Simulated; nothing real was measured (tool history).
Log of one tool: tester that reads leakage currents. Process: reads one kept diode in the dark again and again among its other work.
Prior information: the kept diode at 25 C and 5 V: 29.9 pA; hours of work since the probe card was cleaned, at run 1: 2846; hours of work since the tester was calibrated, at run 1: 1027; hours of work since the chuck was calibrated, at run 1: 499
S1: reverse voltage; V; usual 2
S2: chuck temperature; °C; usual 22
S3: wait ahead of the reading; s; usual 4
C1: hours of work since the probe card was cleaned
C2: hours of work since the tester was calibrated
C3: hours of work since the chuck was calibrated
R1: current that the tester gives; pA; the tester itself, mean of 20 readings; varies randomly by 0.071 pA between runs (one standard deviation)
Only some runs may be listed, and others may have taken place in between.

run    hour     S1  S2    S3    C1    C2    C3      R1
  1       0      2  22     4  2846  1027   499   16.87
  2    70.1      2  22     4  2880  1061   533    16.8
  3   123.1      2  22     4  2906  1086   559   16.97
  4   200.6      2  44     4  2943  1124   596  128.21
  5   269.4      2  44     4  2977  1158   630  126.92
  6   339.3      2  44     4  3011  1191   664  127.46
  7     445      2  44     4  3062  1243   715  127.45
  8   517.7      2  22  3.44  3097  1278   750   17.01
  9   608.9      2  22  3.44  3142  1322   795   16.89
 10     663  15.01  22     4  3168  1349   821    33.6
 11   736.2  15.01  33     4  3203  1384   856   92.89
 12     817  15.01  33     4  3243  1423   896   92.62
 13   865.6  15.01  33     4  3266  1447   919   92.85
 14   917.6  15.01  33     4  3291  1472   945    92.9
 15   995.6   4.65  33     4  3329  1510   982   63.06
 16    1097   4.65  33     4  3379  1559  1032   63.23
 17  1183.1    1.1  33     4  3420  1601  1073   39.64
 18  1253.2    1.1  33     4  3454  1635  1108   39.58
 19  1308.1    1.1  33     4  3481  1662  1134   39.78
 20  1411.7   3.33  22     4  3531  1712  1185   20.07
 21  1517.3   3.33  22     4  3583  1764  1236   20.06
 22  1580.2   3.33  22     4  3613  1794  1266   19.97
 23  1624.9   2.12  22  0.39  3635  1816  1288   19.14
 24  1701.8    2.2  36  0.86  3672  1853  1325   66.16
 25  1750.1   1.26  30  0.31  3696  1877  1349   32.78
 26  1800.5   1.26  30  0.31  3720  1901  1373   32.58
 27    1874   6.85  47  1.13  3756  1937  1409  246.44
 28  1973.8   6.85  47  1.13  3804  1985  1457  245.09
 29  2024.2   6.85  47  1.13  3829  2010  1482   245.2
     2055.8  -- probe card cleaned and baked
 30  2093.8  17.87  22   0.4    18  2042  1514   51.47
 31  2196.2  17.87  22   0.4    68  2092  1564    51.1
 32  2258.6   1.58  36  1.27    98  2122  1594   58.96
 33  2314.5      2  31  0.69   126  2149  1621   40.81
 34  2419.8      2  31  0.69   177  2200  1673   40.76
 35  2504.6   3.03  47  1.49   218  2242  1714  188.34
 36  2589.5   3.03  47  1.49   259  2283  1755   188.2
 37  2643.3    2.5  47  1.49   285  2309  1781  176.99
 38  2730.1    2.5  47  1.49   327  2351  1823  177.82
 39  2777.2    2.5  47  1.49   350  2374  1846   177.7

Hidden condition of the tool, last listed run before each entry between runs versus first listed run after:
Logged between run 29 and run 30: probe card cleaned and baked (hour 2055.8)
  stray current of the dirty probe card, pA a volt: 0.023 -> 0.02
